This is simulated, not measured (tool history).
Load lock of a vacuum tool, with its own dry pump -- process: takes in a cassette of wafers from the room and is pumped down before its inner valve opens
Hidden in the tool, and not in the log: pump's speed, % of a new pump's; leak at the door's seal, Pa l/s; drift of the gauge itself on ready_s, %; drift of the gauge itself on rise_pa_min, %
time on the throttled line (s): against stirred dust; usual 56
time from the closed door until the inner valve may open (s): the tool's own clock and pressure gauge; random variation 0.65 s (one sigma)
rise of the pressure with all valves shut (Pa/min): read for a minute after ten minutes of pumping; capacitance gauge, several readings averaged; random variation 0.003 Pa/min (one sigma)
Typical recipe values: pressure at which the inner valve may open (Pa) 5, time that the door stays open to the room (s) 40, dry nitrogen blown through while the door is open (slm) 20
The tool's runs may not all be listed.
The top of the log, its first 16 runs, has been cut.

run,hour,time on the throttled line (s),pressure at which the inner valve may open (Pa),time that the door stays open to the room (s),dry nitrogen blown through while the door is open (slm),hours that the pump has run since its overhaul,times that the door has closed on its seal,"incoming humidity of the room's air, %",time from the closed door until the inner valve may open (s),rise of the pressure with all valves shut (Pa/min)
17,1727.1,61,5,40,20,5252,12497,46.3,100.1,0.027
18,1869.1,56,5,40,20,5394,12823,45.3,96.6,0.023
19,1938.1,56,6,76,20,5463,12981,45.3,94.7,0.033
20,2015.3,56,6,76,20,5540,13159,45.8,97.3,0.029
21,2095.7,42,6,76,19,5620,13343,45.0,83.2,0.030
22,2164.9,42,7,32,19,5689,13502,44.7,83.7,0.018
23,2242.8,42,7,32,23,5767,13680,44.2,82.9,0.022
24,2334.1,42,7,32,23,5859,13890,43.7,83.2,0.018
25,2398.3,37,5,40,20,5923,14037,45.1,81.3,0.024
26,2520.2,43,5,141,20,6045,14317,44.5,85.2,0.041
27,2591.0,43,5,82,20,6116,14479,45.2,85.3,0.030
28,2705.9,43,5,82,20,6231,14743,48.4,85.4,0.036
29,2795.0,38,5,40,20,6320,14948,45.1,80.6,0.029
30,2934.6,85,7,34,20,6459,15268,43.9,118.6,0.022
31,3014.6,39,5,119,20,6539,15452,46.9,83.2,0.037
32,3137.2,39,5,119,20,6662,15733,46.2,81.6,0.037
33,3249.5,39,5,119,20,6774,15991,46.9,82.8,0.039
34,3338.7,56,5,40,20,6863,16195,45.7,96.1,0.023
35,3425.9,56,5,40,8,6950,16395,47.0,96.4,0.026
36,3525.5,56,5,40,8,7050,16624,44.9,97.7,0.031

Branching from run 36: 4 alternative next runs. What would each branch give?
A,3654.3,56,5,47,8,7179,16920,41.6,?,?
B,3654.3,84,4,63,20,7179,16920,46.0,?,?
C,3654.3,56,5,72,20,7179,16920,43.8,?,?
D,3654.3,56,9,65,17,7179,16920,43.5,?,?

run,time from the closed door until the inner valve may open (s),rise of the pressure with all valves shut (Pa/min)
A,95.8,0.037
B,120.6,0.032
C,96.3,0.037
D,93.2,0.031
With the hidden condition removed and each run's random variation left untouched, the same runs would have given:
run,time from the closed door until the inner valve may open (s),rise of the pressure with all valves shut (Pa/min)
A,95.8,0.036
B,120.5,0.031
C,96.3,0.036
D,93.2,0.030

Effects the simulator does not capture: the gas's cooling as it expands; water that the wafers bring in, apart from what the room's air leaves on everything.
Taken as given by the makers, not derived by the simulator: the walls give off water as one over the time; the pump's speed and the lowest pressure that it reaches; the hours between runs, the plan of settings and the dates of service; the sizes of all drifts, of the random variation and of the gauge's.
